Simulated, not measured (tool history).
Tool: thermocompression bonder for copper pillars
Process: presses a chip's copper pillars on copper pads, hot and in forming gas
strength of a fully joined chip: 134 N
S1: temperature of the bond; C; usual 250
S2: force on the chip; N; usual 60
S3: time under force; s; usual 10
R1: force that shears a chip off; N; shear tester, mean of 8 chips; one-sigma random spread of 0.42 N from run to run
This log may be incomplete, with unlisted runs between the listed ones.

{"run": 1, "day": 0.0, "S1": 250, "S2": 60, "S3": 10, "R1": 95.5}
{"run": 2, "day": 2.029, "S1": 250, "S2": 60, "S3": 10, "R1": 94.7}
{"run": 3, "day": 4.246, "S1": 250, "S2": 60, "S3": 10, "R1": 92.4}
{"day": 4.9, "done": "forming gas filter changed"}
{"run": 4, "day": 5.762, "S1": 250, "S2": 60, "S3": 10, "R1": 98.2}
{"run": 5, "day": 7.225, "S1": 226, "S2": 60, "S3": 10, "R1": 72.8}
{"run": 6, "day": 8.696, "S1": 226, "S2": 50, "S3": 10, "R1": 61.4}
{"run": 7, "day": 11.117, "S1": 226, "S2": 50, "S3": 10, "R1": 59.8}
{"day": 11.692, "done": "forming gas filter changed"}
{"run": 8, "day": 13.125, "S1": 250, "S2": 60, "S3": 10, "R1": 99.6}
{"run": 9, "day": 14.946, "S1": 250, "S2": 60, "S3": 10, "R1": 97.7}
{"run": 10, "day": 16.446, "S1": 236, "S2": 44, "S3": 22, "R1": 81.6}
{"day": 17.638, "done": "force cell calibrated"}
{"run": 11, "day": 18.079, "S1": 223, "S2": 40, "S3": 22, "R1": 58.8}
{"day": 18.5, "done": "forming gas filter changed"}
{"run": 12, "day": 19.312, "S1": 228, "S2": 64, "S3": 12, "R1": 84.0}
{"run": 13, "day": 20.996, "S1": 223, "S2": 63, "S3": 10, "R1": 72.1}
{"run": 14, "day": 23.412, "S1": 251, "S2": 65, "S3": 9, "R1": 96.6}
{"day": 25.308, "done": "forming gas filter changed"}
{"run": 15, "day": 25.696, "S1": 251, "S2": 65, "S3": 17, "R1": 115.5}
{"run": 16, "day": 28.088, "S1": 251, "S2": 65, "S3": 17, "R1": 112.2}
{"run": 17, "day": 29.662, "S1": 256, "S2": 60, "S3": 10, "R1": 99.6}

Each row is a separate what-if for the run after 17, all from the same tool condition, not one after another. Results?
{"run": "A", "day": 30.762, "S1": 278, "S2": 59, "S3": 10, "R1": "?"}
{"run": "B", "day": 30.762, "S1": 230, "S2": 79, "S3": 19, "R1": "?"}
{"run": "C", "day": 30.762, "S1": 250, "S2": 41, "S3": 7, "R1": "?"}
{"run": "D", "day": 30.762, "S1": 268, "S2": 60, "S3": 30, "R1": "?"}
{"run": "E", "day": 30.762, "S1": 253, "S2": 41, "S3": 10, "R1": "?"}

run=A R1=112.8
run=B R1=105.3
run=C R1=62.4
run=D R1=121.6
run=E R1=72.7
With the hidden condition removed and each run's random variation left untouched, the same runs would have given:
run=A R1=117.0
run=B R1=107.7
run=C R1=61.6
run=D R1=127.9
run=E R1=72.4
